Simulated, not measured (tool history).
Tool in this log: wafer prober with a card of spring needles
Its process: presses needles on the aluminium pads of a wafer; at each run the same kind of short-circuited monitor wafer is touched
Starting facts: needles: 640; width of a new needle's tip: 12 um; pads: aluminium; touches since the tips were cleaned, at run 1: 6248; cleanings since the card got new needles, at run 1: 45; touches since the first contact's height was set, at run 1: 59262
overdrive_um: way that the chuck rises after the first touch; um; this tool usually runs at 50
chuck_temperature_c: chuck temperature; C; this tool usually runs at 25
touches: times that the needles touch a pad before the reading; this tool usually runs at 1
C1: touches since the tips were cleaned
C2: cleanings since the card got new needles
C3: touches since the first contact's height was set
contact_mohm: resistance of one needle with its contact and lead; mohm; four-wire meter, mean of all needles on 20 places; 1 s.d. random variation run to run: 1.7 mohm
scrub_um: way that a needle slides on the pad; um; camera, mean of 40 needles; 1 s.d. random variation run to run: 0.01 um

Run 1, day 0.000: usual settings; C1 6248; C2 45; C3 59262. Result: contact_mohm 176 mohm, scrub_um 13.41 um.
At day 0.279: tips cleaned on abrasive film.
At day 1.054: tips cleaned on abrasive film.
Run 2, day 1.217: usual settings; C1 1834; C2 47; C3 72947. Result: contact_mohm 176 mohm, scrub_um 13.39 um.
At day 1.792: tips cleaned on abrasive film.
Run 3, day 2.192: usual settings; C1 4566; C2 48; C3 83993. Result: contact_mohm 175 mohm, scrub_um 13.38 um.
At day 2.488: tips cleaned on abrasive film.
At day 3.225: tips cleaned on abrasive film.
Run 4, day 3.529: usual settings; C1 3470; C2 50; C3 99066. Result: contact_mohm 171 mohm, scrub_um 13.39 um.
At day 4.046: tips cleaned on abrasive film.
Run 5, day 4.512: usual settings but overdrive_um 60 um; C1 5293; C2 51; C3 110150. Result: contact_mohm 175 mohm, scrub_um 16.06 um.
At day 4.688: height of the first contact set anew.
At day 4.796: tips cleaned on abrasive film.
At day 5.533: tips cleaned on abrasive film.
Run 6, day 6.000: usual settings but overdrive_um 60 um; C1 5317; C2 53; C3 14796. Result: contact_mohm 172 mohm, scrub_um 16.09 um.
At day 6.338: tips cleaned on abrasive film.
At day 7.138: tips cleaned on abrasive film.
At day 7.888: tips cleaned on abrasive film.
Run 7, day 7.938: usual settings but overdrive_um 60 um; C1 590; C2 56; C3 36635. Result: contact_mohm 173 mohm, scrub_um 16.07 um.
At day 8.621: tips cleaned on abrasive film.
At day 9.425: tips cleaned on abrasive film.
Run 8, day 9.604: usual settings but overdrive_um 49 um; C1 2035; C2 58; C3 55431. Result: contact_mohm 176 mohm, scrub_um 13.14 um.
At day 10.229: tips cleaned on abrasive film.
At day 10.938: tips cleaned on abrasive film.
At day 11.633: tips cleaned on abrasive film.
Run 9, day 11.671: usual settings but chuck_temperature_c 34 C; C1 461; C2 61; C3 78758. Result: contact_mohm 176 mohm, scrub_um 13.42 um.
At day 12.342: tips cleaned on abrasive film.
Run 10, day 12.771: usual settings but chuck_temperature_c 34 C; C1 4847; C2 62; C3 91177. Result: contact_mohm 176 mohm, scrub_um 13.39 um.
At day 13.058: tips cleaned on abrasive film.
At day 13.825: tips cleaned on abrasive film.
At day 14.612: tips cleaned on abrasive film.
At day 14.625: height of the first contact set anew.
Run 11, day 14.775: usual settings but chuck_temperature_c 34 C; C1 1721; C2 65; C3 1721. Result: contact_mohm 174 mohm, scrub_um 13.40 um.
At day 15.329: tips cleaned on abrasive film.
Run 12, day 15.704: usual settings but overdrive_um 51 um; C1 4258; C2 66; C3 12227. Result: contact_mohm 173 mohm, scrub_um 13.67 um.
At day 16.083: tips cleaned on abrasive film.
At day 16.862: tips cleaned on abrasive film.
At day 17.612: tips cleaned on abrasive film.
Run 13, day 17.796: usual settings but overdrive_um 51 um; C1 2037; C2 69; C3 35775. Result: contact_mohm 176 mohm, scrub_um 13.67 um.
At day 18.342: tips cleaned on abrasive film.
Run 14, day 18.867: usual settings but overdrive_um 31 um, chuck_temperature_c 105 C; C1 5980; C2 70; C3 47920. Result: contact_mohm 200 mohm, scrub_um 8.31 um.
At day 19.083: tips cleaned on abrasive film.
At day 19.879: tips cleaned on abrasive film.
Run 15, day 19.925: usual settings but overdrive_um 52 um, chuck_temperature_c 29 C; C1 487; C2 72; C3 59787. Result: contact_mohm 173 mohm, scrub_um 13.96 um.
At day 20.704: tips cleaned on abrasive film.
Run 16, day 20.829: usual settings but overdrive_um 59 um, chuck_temperature_c 40 C; C1 1411; C2 73; C3 70014. Result: contact_mohm 176 mohm, scrub_um 15.82 um.
At day 21.521: tips cleaned on abrasive film.
Run 17, day 21.721: usual settings but overdrive_um 59 um, chuck_temperature_c 40 C; C1 2255; C2 74; C3 80065. Result: contact_mohm 175 mohm, scrub_um 15.80 um.
At day 22.329: tips cleaned on abrasive film.
At day 23.046: tips cleaned on abrasive film.
Run 18, day 23.358: usual settings but overdrive_um 51 um, chuck_temperature_c 45 C; C1 3551; C2 76; C3 98581. Result: contact_mohm 178 mohm, scrub_um 13.66 um.
At day 23.862: tips cleaned on abrasive film.
At day 24.517: height of the first contact set anew.
At day 24.671: tips cleaned on abrasive film.
Run 19, day 25.279: usual settings but overdrive_um 42 um; C1 6943; C2 78; C3 8607. Result: contact_mohm 177 mohm, scrub_um 11.25 um.
At day 25.371: tips cleaned on abrasive film.
At day 26.154: tips cleaned on abrasive film.
At day 26.904: tips cleaned on abrasive film.
Run 20, day 27.004: usual settings but overdrive_um 42 um; C1 1136; C2 81; C3 28029. Result: contact_mohm 175 mohm, scrub_um 11.26 um.
At day 27.708: tips cleaned on abrasive film.
Run 21, day 28.079: usual settings but overdrive_um 42 um; C1 4229; C2 82; C3 40183. Result: contact_mohm 178 mohm, scrub_um 11.25 um.
At day 28.417: tips cleaned on abrasive film.
At day 29.171: tips cleaned on abrasive film.
At day 29.971: tips cleaned on abrasive film.
Run 22, day 29.971: usual settings but overdrive_um 42 um, chuck_temperature_c 98 C, touches 3; C1 0; C2 85; C3 61488. Result: contact_mohm 194 mohm, scrub_um 11.24 um.
At day 30.662: tips cleaned on abrasive film.
At day 31.383: tips cleaned on abrasive film.
Run 23, day 31.988: usual settings but overdrive_um 38 um, chuck_temperature_c 36 C; C1 6830; C2 87; C3 84250. Result: contact_mohm 184 mohm, scrub_um 10.19 um.
At day 32.158: tips cleaned on abrasive film.
At day 32.838: tips cleaned on abrasive film.
At day 33.558: tips cleaned on abrasive film.
Run 24, day 34.008: usual settings but overdrive_um 38 um, chuck_temperature_c 36 C; C1 5070; C2 90; C3 107021. Result: contact_mohm 183 mohm, scrub_um 10.19 um.
At day 34.267: tips cleaned on abrasive film.
At day 34.492: height of the first contact set anew.
At day 35.054: tips cleaned on abrasive film.
Run 25, day 35.458: usual settings but overdrive_um 54 um, chuck_temperature_c 79 C, touches 2; C1 4557; C2 92; C3 10921. Result: contact_mohm 186 mohm, scrub_um 14.46 um.
At day 35.792: tips cleaned on abrasive film.
At day 36.588: tips cleaned on abrasive film.
At day 37.338: tips cleaned on abrasive film.
Run 26, day 37.400: usual settings but overdrive_um 54 um, chuck_temperature_c 79 C, touches 2; C1 666; C2 95; C3 32797. Result: contact_mohm 185 mohm, scrub_um 14.48 um.

Each row is a separate what-if for the run after 26, all from the same tool condition, not one after another. Results?
At day 38.117: tips cleaned on abrasive film.
At day 38.825: tips cleaned on abrasive film.
Run A, day 39.438: usual settings but chuck_temperature_c 123 C; C1 6953; C2 97; C3 55828. Result: contact_mohm ?, scrub_um ?.
At day 38.117: tips cleaned on abrasive film.
At day 38.825: tips cleaned on abrasive film.
Run B, day 39.438: usual settings but overdrive_um 33 um, chuck_temperature_c 101 C, touches 2; C1 6953; C2 97; C3 55828. Result: contact_mohm ?, scrub_um ?.
At day 38.117: tips cleaned on abrasive film.
At day 38.825: tips cleaned on abrasive film.
Run C, day 39.438: usual settings but overdrive_um 57 um, chuck_temperature_c 30 C, touches 3; C1 6953; C2 97; C3 55828. Result: contact_mohm ?, scrub_um ?.
At day 38.117: tips cleaned on abrasive film.
At day 38.825: tips cleaned on abrasive film.
Run D, day 39.438: usual settings but overdrive_um 63 um, chuck_temperature_c 40 C, touches 2; C1 6953; C2 97; C3 55828. Result: contact_mohm ?, scrub_um ?.

run  contact_mohm  scrub_um
  A           201     13.38
  B           198      8.84
  C           172     15.27
  D           169     16.89
Stripped of hidden state, with their random variation kept, the same runs would have yielded:
run  contact_mohm  scrub_um
  A           200     13.38
  B           197      8.84
  C           172     15.27
  D           169     16.89
